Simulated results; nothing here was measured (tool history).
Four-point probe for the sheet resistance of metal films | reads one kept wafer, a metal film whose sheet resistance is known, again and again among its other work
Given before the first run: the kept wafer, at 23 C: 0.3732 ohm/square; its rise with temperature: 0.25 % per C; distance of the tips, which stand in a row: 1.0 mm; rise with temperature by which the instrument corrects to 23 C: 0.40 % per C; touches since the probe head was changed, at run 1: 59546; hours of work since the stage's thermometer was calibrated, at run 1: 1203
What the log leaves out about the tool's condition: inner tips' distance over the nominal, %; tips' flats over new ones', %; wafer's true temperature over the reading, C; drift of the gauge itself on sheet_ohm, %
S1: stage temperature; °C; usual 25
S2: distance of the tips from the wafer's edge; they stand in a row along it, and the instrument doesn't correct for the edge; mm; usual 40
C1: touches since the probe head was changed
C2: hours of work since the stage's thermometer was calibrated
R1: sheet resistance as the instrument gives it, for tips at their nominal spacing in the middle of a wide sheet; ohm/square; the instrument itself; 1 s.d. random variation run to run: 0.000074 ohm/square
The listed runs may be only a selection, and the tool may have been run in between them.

Run 1, hour 0: usual settings; C1 59546; C2 1203. Result: R1 0.371179 ohm/square.
Run 2, hour 69.8: usual settings; C1 62762; C2 1245. Result: R1 0.371004 ohm/square.
Run 3, hour 99.8: usual settings; C1 64145; C2 1264. Result: R1 0.371088 ohm/square.
Run 4, hour 163.1: usual settings; C1 67062; C2 1303. Result: R1 0.370978 ohm/square.
Run 5, hour 216.5: usual settings; C1 69527; C2 1336. Result: R1 0.371071 ohm/square.
Run 6, hour 271.7: usual settings; C1 72070; C2 1369. Result: R1 0.370871 ohm/square.
Run 7, hour 315.4: usual settings but S1 20 °C, S2 71 mm; C1 74084; C2 1396. Result: R1 0.373452 ohm/square.
Run 8, hour 368.6: usual settings but S1 21 °C, S2 36 mm; C1 76538; C2 1429. Result: R1 0.373127 ohm/square.
At hour 372.8: stage's thermometer calibrated.
Run 9, hour 402.6: usual settings but S1 20 °C, S2 29 mm; C1 78079; C2 18. Result: R1 0.373564 ohm/square.
Run 10, hour 450: usual settings but S1 20 °C, S2 29 mm; C1 80266; C2 47. Result: R1 0.373431 ohm/square.
Run 11, hour 503.6: usual settings but S1 31 °C, S2 4 mm; C1 82737; C2 80. Result: R1 0.37934 ohm/square.

Each row is a separate what-if for the run after 11, all from the same tool condition, not one after another. Results?
At hour 529.6: stage's thermometer calibrated, once more.
Run A, hour 545.4: usual settings but S2 4 mm; C1 84642; C2 10. Result: R1 ?.
At hour 529.6: stage's thermometer calibrated, once more.
Run B, hour 545.4: usual settings but S1 19 °C, S2 72 mm; C1 84642; C2 10. Result: R1 ?.
At hour 529.6: stage's thermometer calibrated, once more.
Run C, hour 545.4: usual settings but S1 31 °C; C1 84642; C2 10. Result: R1 ?.

run        R1
  A  0.382836
  B  0.374168
  C  0.367668
The same runs, with their run-to-run variation unchanged, on a tool lacking any hidden condition would have given:
run        R1
  A  0.384303
  B  0.375605
  C   0.36908
